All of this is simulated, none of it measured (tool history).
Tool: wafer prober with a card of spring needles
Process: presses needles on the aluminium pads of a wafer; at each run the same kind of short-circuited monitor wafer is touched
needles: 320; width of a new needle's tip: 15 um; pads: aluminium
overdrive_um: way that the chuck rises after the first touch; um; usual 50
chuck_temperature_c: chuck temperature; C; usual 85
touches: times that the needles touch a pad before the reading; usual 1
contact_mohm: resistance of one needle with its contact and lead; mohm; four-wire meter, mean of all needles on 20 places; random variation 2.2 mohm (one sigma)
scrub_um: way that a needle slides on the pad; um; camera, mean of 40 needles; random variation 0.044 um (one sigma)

run    hour  overdrive_um  chuck_temperature_c  touches  contact_mohm  scrub_um
  1     0.0            50                   85        1           449      7.47
  2    49.8            50                   85        1           421      7.47
  3   133.3            50                   85        1           256      8.16
  4   192.0            52                   85        1           450      8.44
  5   233.7            50                   85        1           351      7.99
  6   330.4            50                   85        1           269      7.80
  7   421.3            50                   85        1           481      7.60
  8   502.5            50                   85        1           526      7.42
  9   570.3            50                   58        1           301      8.15
 10   647.4            36                  101        1           581      5.66
 11   711.2            50                   85        1           510      7.90
 12   802.1            55                   28        1           419      8.50
 13   862.2            55                   28        1           327      8.41
 14   905.2            55                   28        1           408      8.23
 15   975.4            55                   28        1           462      9.05
 16  1021.8            57                   28        1           289      9.17
 17  1092.7            64                   68        1           355     10.13
 18  1190.8            64                   77        2           277     10.03

Taken out of this log: 141 entries between the listed runs. Where each belongs, and how the hidden state differs across it:
Between runs 1 and 2: tips cleaned on abrasive film (hour 3.9); tips cleaned on abrasive film (hour 11.5); tips cleaned on abrasive film (hour 19.1); tips cleaned on abrasive film (hour 28.6); tips cleaned on abrasive film (hour 38.1); tips cleaned on abrasive film (hour 45.8)
  debris on the tips, nm: 83.6 -> 67.6; way that the needles fall short of the set height, um: 4.37 -> 4.98; tips' diameter, um: 18.45 -> 18.67
  measured less the result without the state, contact_mohm: +208 -> +178 mohm; scrub_um: -0.72 -> -0.83 um
Between runs 2 and 3: tips cleaned on abrasive film (hour 53.7); tips cleaned on abrasive film (hour 61.3); tips cleaned on abrasive film (hour 70.8); tips cleaned on abrasive film (hour 78.5); height of the first contact set anew (hour 82.5); tips cleaned on abrasive film (hour 86.4); tips cleaned on abrasive film (hour 95.9); tips cleaned on abrasive film (hour 105.4); tips cleaned on abrasive film (hour 114.9); tips cleaned on abrasive film (hour 124.5); tips cleaned on abrasive film (hour 133.3)
  debris on the tips, nm: 67.6 -> 4.6; way that the needles fall short of the set height, um: 4.98 -> 0.66; tips' diameter, um: 18.67 -> 19.08
  measured less the result without the state, contact_mohm: +178 -> +15 mohm; scrub_um: -0.83 -> -0.11 um
Between runs 3 and 4: tips cleaned on abrasive film (hour 140.9); tips cleaned on abrasive film (hour 150.4); tips cleaned on abrasive film (hour 158.0); tips cleaned on abrasive film (hour 167.5); tips cleaned on abrasive film (hour 177.1); tips cleaned on abrasive film (hour 184.7)
  debris on the tips, nm: 4.6 -> 95.8; way that the needles fall short of the set height, um: 0.66 -> 1.27; tips' diameter, um: 19.08 -> 19.29
  measured less the result without the state, contact_mohm: +15 -> +210 mohm; scrub_um: -0.11 -> -0.21 um
Between runs 4 and 5: tips cleaned on abrasive film (hour 194.0); tips cleaned on abrasive film (hour 203.5); tips cleaned on abrasive film (hour 213.0); tips cleaned on abrasive film (hour 222.5); tips cleaned on abrasive film (hour 232.0)
  debris on the tips, nm: 95.8 -> 43.6; way that the needles fall short of the set height, um: 1.27 -> 1.88; tips' diameter, um: 19.29 -> 19.5
  measured less the result without the state, contact_mohm: +210 -> +109 mohm; scrub_um: -0.21 -> -0.32 um
Between runs 5 and 6: tips cleaned on abrasive film (hour 241.4); tips cleaned on abrasive film (hour 250.9); tips cleaned on abrasive film (hour 260.4); tips cleaned on abrasive film (hour 268.0); tips cleaned on abrasive film (hour 277.5); tips cleaned on abrasive film (hour 287.0); tips cleaned on abrasive film (hour 296.5); tips cleaned on abrasive film (hour 304.2); tips cleaned on abrasive film (hour 313.7); tips cleaned on abrasive film (hour 321.3); tips cleaned on abrasive film (hour 330.4)
  debris on the tips, nm: 43.6 -> 10.3; way that the needles fall short of the set height, um: 1.88 -> 3.04; tips' diameter, um: 19.5 -> 19.91
  measured less the result without the state, contact_mohm: +109 -> +32 mohm; scrub_um: -0.32 -> -0.50 um
Between runs 6 and 7: tips cleaned on abrasive film (hour 339.9); tips cleaned on abrasive film (hour 347.5); tips cleaned on abrasive film (hour 357.0); tips cleaned on abrasive film (hour 364.7); tips cleaned on abrasive film (hour 372.3); tips cleaned on abrasive film (hour 381.8); tips cleaned on abrasive film (hour 391.3); tips cleaned on abrasive film (hour 400.8); tips cleaned on abrasive film (hour 408.5); tips cleaned on abrasive film (hour 416.1)
  debris on the tips, nm: 10.3 -> 82.2; way that the needles fall short of the set height, um: 3.04 -> 4.23; tips' diameter, um: 19.91 -> 20.33
  measured less the result without the state, contact_mohm: +32 -> +238 mohm; scrub_um: -0.50 -> -0.70 um
Between runs 7 and 8: tips cleaned on abrasive film (hour 425.1); tips cleaned on abrasive film (hour 434.7); tips cleaned on abrasive film (hour 442.3); tips cleaned on abrasive film (hour 451.8); tips cleaned on abrasive film (hour 461.3); tips cleaned on abrasive film (hour 470.8); tips cleaned on abrasive film (hour 478.5); tips cleaned on abrasive film (hour 488.0); tips cleaned on abrasive film (hour 495.6)
  debris on the tips, nm: 82.2 -> 92.9; way that the needles fall short of the set height, um: 4.23 -> 5.15; tips' diameter, um: 20.33 -> 20.65
  measured less the result without the state, contact_mohm: +238 -> +285 mohm; scrub_um: -0.70 -> -0.85 um
Between runs 8 and 9: tips cleaned on abrasive film (hour 504.4); height of the first contact set anew (hour 508.5); tips cleaned on abrasive film (hour 514.2); tips cleaned on abrasive film (hour 521.9); tips cleaned on abrasive film (hour 531.4); tips cleaned on abrasive film (hour 540.9); tips cleaned on abrasive film (hour 550.4); tips cleaned on abrasive film (hour 559.9); tips cleaned on abrasive film (hour 569.4)
  debris on the tips, nm: 92.9 -> 23.1; way that the needles fall short of the set height, um: 5.15 -> 0.74; tips' diameter, um: 20.65 -> 20.94
  measured less the result without the state, contact_mohm: +285 -> +67 mohm; scrub_um: -0.85 -> -0.13 um
Between runs 9 and 10: tips cleaned on abrasive film (hour 578.0); tips cleaned on abrasive film (hour 585.6); tips cleaned on abrasive film (hour 595.1); tips cleaned on abrasive film (hour 602.7); tips cleaned on abrasive film (hour 610.4); tips cleaned on abrasive film (hour 618.0); tips cleaned on abrasive film (hour 627.5); tips cleaned on abrasive film (hour 635.1); tips cleaned on abrasive film (hour 644.7)
  debris on the tips, nm: 23.1 -> 62.5; way that the needles fall short of the set height, um: 0.74 -> 1.74; tips' diameter, um: 20.94 -> 21.29
  measured less the result without the state, contact_mohm: +67 -> +327 mohm; scrub_um: -0.13 -> -0.29 um
Between runs 10 and 11: tips cleaned on abrasive film (hour 653.1); tips cleaned on abrasive film (hour 662.6); tips cleaned on abrasive film (hour 672.2); tips cleaned on abrasive film (hour 679.8); tips cleaned on abrasive film (hour 689.3); tips cleaned on abrasive film (hour 696.9); tips cleaned on abrasive film (hour 704.6)
  debris on the tips, nm: 62.5 -> 92.4; way that the needles fall short of the set height, um: 1.74 -> 2.45; tips' diameter, um: 21.29 -> 21.54
  measured less the result without the state, contact_mohm: +327 -> +271 mohm; scrub_um: -0.29 -> -0.40 um
Between runs 11 and 12: tips cleaned on abrasive film (hour 713.2); tips cleaned on abrasive film (hour 722.7); tips cleaned on abrasive film (hour 730.3); tips cleaned on abrasive film (hour 739.9); tips cleaned on abrasive film (hour 749.4); tips cleaned on abrasive film (hour 758.9); tips cleaned on abrasive film (hour 766.5); tips cleaned on abrasive film (hour 774.1); tips cleaned on abrasive film (hour 781.8); tips cleaned on abrasive film (hour 791.3); tips cleaned on abrasive film (hour 798.9)
  debris on the tips, nm: 92.4 -> 64.8; way that the needles fall short of the set height, um: 2.45 -> 3.66; tips' diameter, um: 21.54 -> 21.97
  measured less the result without the state, contact_mohm: +271 -> +192 mohm; scrub_um: -0.40 -> -0.61 um
Between runs 12 and 13: tips cleaned on abrasive film (hour 807.8); tips cleaned on abrasive film (hour 815.5); tips cleaned on abrasive film (hour 825.0); tips cleaned on abrasive film (hour 834.5); tips cleaned on abrasive film (hour 844.0); tips cleaned on abrasive film (hour 853.5); tips cleaned on abrasive film (hour 861.1)
  debris on the tips, nm: 64.8 -> 32.9; way that the needles fall short of the set height, um: 3.66 -> 4.47; tips' diameter, um: 21.97 -> 22.25
  measured less the result without the state, contact_mohm: +192 -> +104 mohm; scrub_um: -0.61 -> -0.75 um
Between runs 13 and 14: tips cleaned on abrasive film (hour 869.9); tips cleaned on abrasive film (hour 879.4); tips cleaned on abrasive film (hour 887.0); tips cleaned on abrasive film (hour 894.6); tips cleaned on abrasive film (hour 902.3)
  debris on the tips, nm: 32.9 -> 56.3; way that the needles fall short of the set height, um: 4.47 -> 5.04; tips' diameter, um: 22.25 -> 22.45
  measured less the result without the state, contact_mohm: +104 -> +181 mohm; scrub_um: -0.75 -> -0.84 um
Between runs 14 and 15: tips cleaned on abrasive film (hour 910.9); tips cleaned on abrasive film (hour 920.4); tips cleaned on abrasive film (hour 928.1); height of the first contact set anew (hour 934.0); tips cleaned on abrasive film (hour 936.0); tips cleaned on abrasive film (hour 943.6); tips cleaned on abrasive film (hour 953.1); tips cleaned on abrasive film (hour 962.6); tips cleaned on abrasive film (hour 970.3)
  debris on the tips, nm: 56.3 -> 86.3; way that the needles fall short of the set height, um: 5.04 -> 0.57; tips' diameter, um: 22.45 -> 22.76
  measured less the result without the state, contact_mohm: +181 -> +238 mohm; scrub_um: -0.84 -> -0.09 um
Between runs 15 and 16: tips cleaned on abrasive film (hour 979.3); tips cleaned on abrasive film (hour 986.9); tips cleaned on abrasive film (hour 996.4); tips cleaned on abrasive film (hour 1004.1); tips cleaned on abrasive film (hour 1013.6); tips cleaned on abrasive film (hour 1021.2)
  debris on the tips, nm: 86.3 -> 23; way that the needles fall short of the set height, um: 0.57 -> 1.3; tips' diameter, um: 22.76 -> 23.01
  measured less the result without the state, contact_mohm: +238 -> +66 mohm; scrub_um: -0.09 -> -0.22 um
Between runs 16 and 17: tips cleaned on abrasive film (hour 1029.4); tips cleaned on abrasive film (hour 1038.9); tips cleaned on abrasive film (hour 1046.6); tips cleaned on abrasive film (hour 1056.1); tips cleaned on abrasive film (hour 1063.7); tips cleaned on abrasive film (hour 1073.2); tips cleaned on abrasive film (hour 1080.9); tips cleaned on abrasive film (hour 1090.4)
  debris on the tips, nm: 23 -> 55.2; way that the needles fall short of the set height, um: 1.3 -> 2.16; tips' diameter, um: 23.01 -> 23.31
  measured less the result without the state, contact_mohm: +66 -> +122 mohm; scrub_um: -0.22 -> -0.35 um
Between runs 17 and 18: tips cleaned on abrasive film (hour 1098.5); tips cleaned on abrasive film (hour 1106.1); tips cleaned on abrasive film (hour 1113.7); tips cleaned on abrasive film (hour 1121.4); tips cleaned on abrasive film (hour 1130.9); tips cleaned on abrasive film (hour 1138.5); tips cleaned on abrasive film (hour 1146.1); tips cleaned on abrasive film (hour 1155.6); tips cleaned on abrasive film (hour 1163.3); tips cleaned on abrasive film (hour 1170.9); tips cleaned on abrasive film (hour 1180.4); tips cleaned on abrasive film (hour 1189.9)
  debris on the tips, nm: 55.2 -> 25; way that the needles fall short of the set height, um: 2.16 -> 3.61; tips' diameter, um: 23.31 -> 23.82
  measured less the result without the state, contact_mohm: +122 -> +40 mohm; scrub_um: -0.35 -> -0.60 um
